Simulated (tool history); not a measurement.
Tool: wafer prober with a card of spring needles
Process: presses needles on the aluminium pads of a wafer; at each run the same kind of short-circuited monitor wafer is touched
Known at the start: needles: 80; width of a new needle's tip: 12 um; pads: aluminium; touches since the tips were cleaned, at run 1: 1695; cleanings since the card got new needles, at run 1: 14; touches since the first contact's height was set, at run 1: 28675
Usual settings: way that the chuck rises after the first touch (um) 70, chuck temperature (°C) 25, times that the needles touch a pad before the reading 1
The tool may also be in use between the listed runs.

run,hour,way that the chuck rises after the first touch (um),chuck temperature (°C),times that the needles touch a pad before the reading,touches since the tips were cleaned,cleanings since the card got new needles,touches since the first contact's height was set,resistance of one needle with its contact and lead (mohm),way that a needle slides on the pad (um)
1,0.0,70,25,1,1695,14,28675,120,9.92
# hour 1.0: tips cleaned on abrasive film
# hour 7.1: tips cleaned on abrasive film
2,9.0,70,25,1,596,16,31393,119,9.91
# hour 13.2: tips cleaned on abrasive film
3,16.6,70,25,1,1045,17,33722,118,9.89
# hour 19.5: tips cleaned on abrasive film
4,25.0,70,25,1,1730,18,36299,124,9.87
# hour 25.6: tips cleaned on abrasive film
# hour 31.8: tips cleaned on abrasive film
5,32.0,70,25,1,51,20,38390,111,9.83
6,36.7,71,25,1,1509,20,39848,123,10.02
# hour 37.7: tips cleaned on abrasive film
7,40.7,71,25,1,941,21,41064,120,9.97
# hour 43.6: tips cleaned on abrasive film
8,46.5,70,25,1,898,22,42822,120,9.82
# hour 49.7: tips cleaned on abrasive film
# hour 55.4: tips cleaned on abrasive film
9,55.7,84,25,1,105,24,45610,112,11.80
10,59.7,86,25,1,1343,24,46848,117,12.09
# hour 61.2: tips cleaned on abrasive film
11,64.2,86,25,1,925,25,48190,116,12.11
# hour 67.3: tips cleaned on abrasive film
12,68.3,86,25,1,301,26,49431,113,12.12
# hour 73.0: tips cleaned on abrasive film
13,76.2,86,25,1,991,27,51858,116,12.07
# hour 78.9: tips cleaned on abrasive film
14,83.3,60,25,1,1355,28,54020,129,8.32
# hour 84.9: tips cleaned on abrasive film
# hour 91.0: tips cleaned on abrasive film
15,92.7,70,25,1,519,30,56845,120,9.73
# hour 96.8: tips cleaned on abrasive film
16,98.6,70,25,1,581,31,58668,117,9.78
# hour 102.9: tips cleaned on abrasive film
17,107.1,81,48,1,1296,32,61239,124,11.36
# hour 109.1: tips cleaned on abrasive film
18,114.1,89,84,1,1566,33,63400,123,12.47
# hour 115.3: tips cleaned on abrasive film
# hour 121.7: tips cleaned on abrasive film
19,122.1,70,31,1,136,35,65812,116,9.74
# hour 127.8: tips cleaned on abrasive film
20,128.1,70,31,1,117,36,67634,112,9.71
# hour 133.6: tips cleaned on abrasive film
21,136.9,70,51,1,1044,37,70327,126,9.68
# hour 139.8: tips cleaned on abrasive film
# hour 146.1: tips cleaned on abrasive film
22,146.1,70,51,1,0,39,73098,115,9.67
# hour 151.9: tips cleaned on abrasive film
23,155.1,84,76,2,993,40,75864,120,11.75
# hour 157.7: tips cleaned on abrasive film
24,161.4,84,76,2,1148,41,77786,122,11.65
# hour 163.5: tips cleaned on abrasive film
# hour 169.5: tips cleaned on abrasive film
25,170.5,84,30,1,327,43,80534,118,11.71
# hour 175.6: tips cleaned on abrasive film
26,178.9,84,30,1,1030,44,83093,117,11.60
# hour 181.4: tips cleaned on abrasive film
# hour 187.3: tips cleaned on abrasive film
27,188.7,70,25,1,430,46,86073,117,9.66
# hour 193.5: tips cleaned on abrasive film
28,196.7,58,123,3,1003,47,88518,131,7.90
# hour 199.7: tips cleaned on abrasive film
29,203.0,67,25,3,1045,48,90437,117,9.21
# hour 206.0: tips cleaned on abrasive film
# hour 212.0: tips cleaned on abrasive film
30,212.1,59,54,2,29,50,93172,119,8.01
# hour 218.1: tips cleaned on abrasive film
31,218.5,71,98,2,130,51,95130,125,9.76
# hour 223.9: tips cleaned on abrasive film
32,224.4,71,98,2,147,52,96912,124,9.76

4 ways to go on from here, each from the tool as it stands after run 32. What would each give?
# hour 229.7: tips cleaned on abrasive film
A,233.4,56,88,1,1145,53,99683,?,?
# hour 229.7: tips cleaned on abrasive film
B,233.4,84,81,1,1145,53,99683,?,?
# hour 229.7: tips cleaned on abrasive film
C,233.4,70,50,1,1145,53,99683,?,?
# hour 229.7: tips cleaned on abrasive film
D,233.4,86,63,2,1145,53,99683,?,?

run,resistance of one needle with its contact and lead (mohm),way that a needle slides on the pad (um)
A,136,7.54
B,127,11.64
C,124,9.66
D,119,11.90
Without the tool's hidden state the same runs would have given:
run,resistance of one needle with its contact and lead (mohm),way that a needle slides on the pad (um)
A,122,7.96
B,120,12.06
C,114,10.08
D,115,12.32
